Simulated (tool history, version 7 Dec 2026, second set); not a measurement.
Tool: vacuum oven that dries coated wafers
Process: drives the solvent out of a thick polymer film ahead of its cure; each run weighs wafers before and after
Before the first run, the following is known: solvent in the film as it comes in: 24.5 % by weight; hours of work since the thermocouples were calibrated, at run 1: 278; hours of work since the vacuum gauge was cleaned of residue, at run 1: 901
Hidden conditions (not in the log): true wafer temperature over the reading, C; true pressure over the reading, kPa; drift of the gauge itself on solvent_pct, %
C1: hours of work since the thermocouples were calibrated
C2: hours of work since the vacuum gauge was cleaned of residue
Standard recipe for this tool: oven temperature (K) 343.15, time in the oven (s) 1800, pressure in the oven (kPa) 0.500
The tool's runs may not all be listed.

{"run": 1, "hour": 0.0, "oven temperature (K)": 343.15, "time in the oven (s)": 1800, "pressure in the oven (kPa)": 0.5, "C1": 278, "C2": 901, "solvent left in the film (%)": 3.09}
{"run": 2, "hour": 98.0, "oven temperature (K)": 343.15, "time in the oven (s)": 1800, "pressure in the oven (kPa)": 0.5, "C1": 332, "C2": 955, "solvent left in the film (%)": 3.22}
{"run": 3, "hour": 156.2, "oven temperature (K)": 343.15, "time in the oven (s)": 1800, "pressure in the oven (kPa)": 0.5, "C1": 364, "C2": 987, "solvent left in the film (%)": 3.23}
{"run": 4, "hour": 237.2, "oven temperature (K)": 343.15, "time in the oven (s)": 1800, "pressure in the oven (kPa)": 0.5, "C1": 408, "C2": 1031, "solvent left in the film (%)": 3.31}
{"run": 5, "hour": 348.6, "oven temperature (K)": 343.15, "time in the oven (s)": 1800, "pressure in the oven (kPa)": 0.5, "C1": 469, "C2": 1092, "solvent left in the film (%)": 3.38}
{"run": 6, "hour": 435.0, "oven temperature (K)": 334.15, "time in the oven (s)": 1800, "pressure in the oven (kPa)": 0.5, "C1": 517, "C2": 1140, "solvent left in the film (%)": 7.39}
{"run": 7, "hour": 535.7, "oven temperature (K)": 334.15, "time in the oven (s)": 3180, "pressure in the oven (kPa)": 0.5, "C1": 572, "C2": 1195, "solvent left in the film (%)": 4.0}
{"run": 8, "hour": 607.4, "oven temperature (K)": 343.15, "time in the oven (s)": 2280, "pressure in the oven (kPa)": 0.5, "C1": 611, "C2": 1234, "solvent left in the film (%)": 2.53}
{"run": 9, "hour": 687.3, "oven temperature (K)": 343.15, "time in the oven (s)": 2280, "pressure in the oven (kPa)": 0.5, "C1": 655, "C2": 1278, "solvent left in the film (%)": 2.51}
{"run": 10, "hour": 791.6, "oven temperature (K)": 343.15, "time in the oven (s)": 2280, "pressure in the oven (kPa)": 0.5, "C1": 712, "C2": 1335, "solvent left in the film (%)": 2.57}
{"run": 11, "hour": 874.2, "oven temperature (K)": 343.15, "time in the oven (s)": 2280, "pressure in the oven (kPa)": 0.5, "C1": 757, "C2": 1380, "solvent left in the film (%)": 2.65}
{"run": 12, "hour": 998.3, "oven temperature (K)": 343.15, "time in the oven (s)": 2280, "pressure in the oven (kPa)": 0.5, "C1": 825, "C2": 1448, "solvent left in the film (%)": 2.66}
{"run": 13, "hour": 1050.6, "oven temperature (K)": 343.15, "time in the oven (s)": 1800, "pressure in the oven (kPa)": 0.5, "C1": 854, "C2": 1477, "solvent left in the film (%)": 3.7}
{"run": 14, "hour": 1107.4, "oven temperature (K)": 343.15, "time in the oven (s)": 1800, "pressure in the oven (kPa)": 0.5, "C1": 885, "C2": 1508, "solvent left in the film (%)": 3.75}
{"run": 15, "hour": 1170.6, "oven temperature (K)": 343.15, "time in the oven (s)": 1800, "pressure in the oven (kPa)": 0.5, "C1": 920, "C2": 1543, "solvent left in the film (%)": 3.91}
{"run": 16, "hour": 1261.2, "oven temperature (K)": 343.15, "time in the oven (s)": 1800, "pressure in the oven (kPa)": 0.5, "C1": 970, "C2": 1592, "solvent left in the film (%)": 3.84}
{"run": 17, "hour": 1348.7, "oven temperature (K)": 337.15, "time in the oven (s)": 2340, "pressure in the oven (kPa)": 0.5, "C1": 1018, "C2": 1640, "solvent left in the film (%)": 4.95}
{"run": 18, "hour": 1428.8, "oven temperature (K)": 338.15, "time in the oven (s)": 3000, "pressure in the oven (kPa)": 0.684, "C1": 1061, "C2": 1684, "solvent left in the film (%)": 3.78}
{"hour": 1518.3, "done": "oven's thermocouples calibrated"}
{"run": 19, "hour": 1524.2, "oven temperature (K)": 343.15, "time in the oven (s)": 1140, "pressure in the oven (kPa)": 0.621, "C1": 3, "C2": 1736, "solvent left in the film (%)": 6.23}
{"run": 20, "hour": 1635.2, "oven temperature (K)": 343.15, "time in the oven (s)": 1140, "pressure in the oven (kPa)": 0.621, "C1": 64, "C2": 1796, "solvent left in the film (%)": 6.35}
{"run": 21, "hour": 1714.0, "oven temperature (K)": 344.15, "time in the oven (s)": 1260, "pressure in the oven (kPa)": 0.431, "C1": 107, "C2": 1840, "solvent left in the film (%)": 4.89}
{"run": 22, "hour": 1783.1, "oven temperature (K)": 352.15, "time in the oven (s)": 2040, "pressure in the oven (kPa)": 1.657, "C1": 145, "C2": 1877, "solvent left in the film (%)": 2.33}
{"run": 23, "hour": 1873.0, "oven temperature (K)": 342.15, "time in the oven (s)": 1920, "pressure in the oven (kPa)": 0.792, "C1": 194, "C2": 1927, "solvent left in the film (%)": 4.03}
{"run": 24, "hour": 1926.3, "oven temperature (K)": 343.15, "time in the oven (s)": 1560, "pressure in the oven (kPa)": 1.972, "C1": 224, "C2": 1956, "solvent left in the film (%)": 6.18}
{"run": 25, "hour": 2008.4, "oven temperature (K)": 355.15, "time in the oven (s)": 2640, "pressure in the oven (kPa)": 1.972, "C1": 269, "C2": 2001, "solvent left in the film (%)": 2.21}
{"run": 26, "hour": 2072.6, "oven temperature (K)": 336.15, "time in the oven (s)": 1440, "pressure in the oven (kPa)": 0.641, "C1": 304, "C2": 2036, "solvent left in the film (%)": 8.54}
{"run": 27, "hour": 2137.9, "oven temperature (K)": 338.15, "time in the oven (s)": 2220, "pressure in the oven (kPa)": 0.658, "C1": 340, "C2": 2072, "solvent left in the film (%)": 4.88}
{"run": 28, "hour": 2244.6, "oven temperature (K)": 348.15, "time in the oven (s)": 1740, "pressure in the oven (kPa)": 0.658, "C1": 398, "C2": 2131, "solvent left in the film (%)": 2.57}
{"run": 29, "hour": 2333.3, "oven temperature (K)": 348.15, "time in the oven (s)": 1740, "pressure in the oven (kPa)": 0.658, "C1": 447, "C2": 2179, "solvent left in the film (%)": 2.68}
{"run": 30, "hour": 2404.8, "oven temperature (K)": 343.15, "time in the oven (s)": 1440, "pressure in the oven (kPa)": 0.5, "C1": 486, "C2": 2218, "solvent left in the film (%)": 5.11}
{"run": 31, "hour": 2499.7, "oven temperature (K)": 334.15, "time in the oven (s)": 1800, "pressure in the oven (kPa)": 1.042, "C1": 538, "C2": 2270, "solvent left in the film (%)": 8.84}

Measured minus without-hidden-state, run by run (identical run-to-run variation in each term; gauge scatter may differ):
run=1 solvent_left_in_the_film_(%)=+0.29
run=2 solvent_left_in_the_film_(%)=+0.34
run=3 solvent_left_in_the_film_(%)=+0.38
run=4 solvent_left_in_the_film_(%)=+0.44
run=5 solvent_left_in_the_film_(%)=+0.49
run=6 solvent_left_in_the_film_(%)=+0.70
run=7 solvent_left_in_the_film_(%)=+0.79
run=8 solvent_left_in_the_film_(%)=+0.60
run=9 solvent_left_in_the_film_(%)=+0.65
run=10 solvent_left_in_the_film_(%)=+0.70
run=11 solvent_left_in_the_film_(%)=+0.74
run=12 solvent_left_in_the_film_(%)=+0.78
run=13 solvent_left_in_the_film_(%)=+0.90
run=14 solvent_left_in_the_film_(%)=+0.92
run=15 solvent_left_in_the_film_(%)=+0.97
run=16 solvent_left_in_the_film_(%)=+1.01
run=17 solvent_left_in_the_film_(%)=+1.30
run=18 solvent_left_in_the_film_(%)=+1.23
run=19 solvent_left_in_the_film_(%)=+0.53
run=20 solvent_left_in_the_film_(%)=+0.60
run=21 solvent_left_in_the_film_(%)=+0.65
run=22 solvent_left_in_the_film_(%)=+0.53
run=23 solvent_left_in_the_film_(%)=+0.83
run=24 solvent_left_in_the_film_(%)=+0.83
run=25 solvent_left_in_the_film_(%)=+0.52
run=26 solvent_left_in_the_film_(%)=+1.08
run=27 solvent_left_in_the_film_(%)=+1.14
run=28 solvent_left_in_the_film_(%)=+0.81
run=29 solvent_left_in_the_film_(%)=+0.85
run=30 solvent_left_in_the_film_(%)=+1.10
run=31 solvent_left_in_the_film_(%)=+1.49
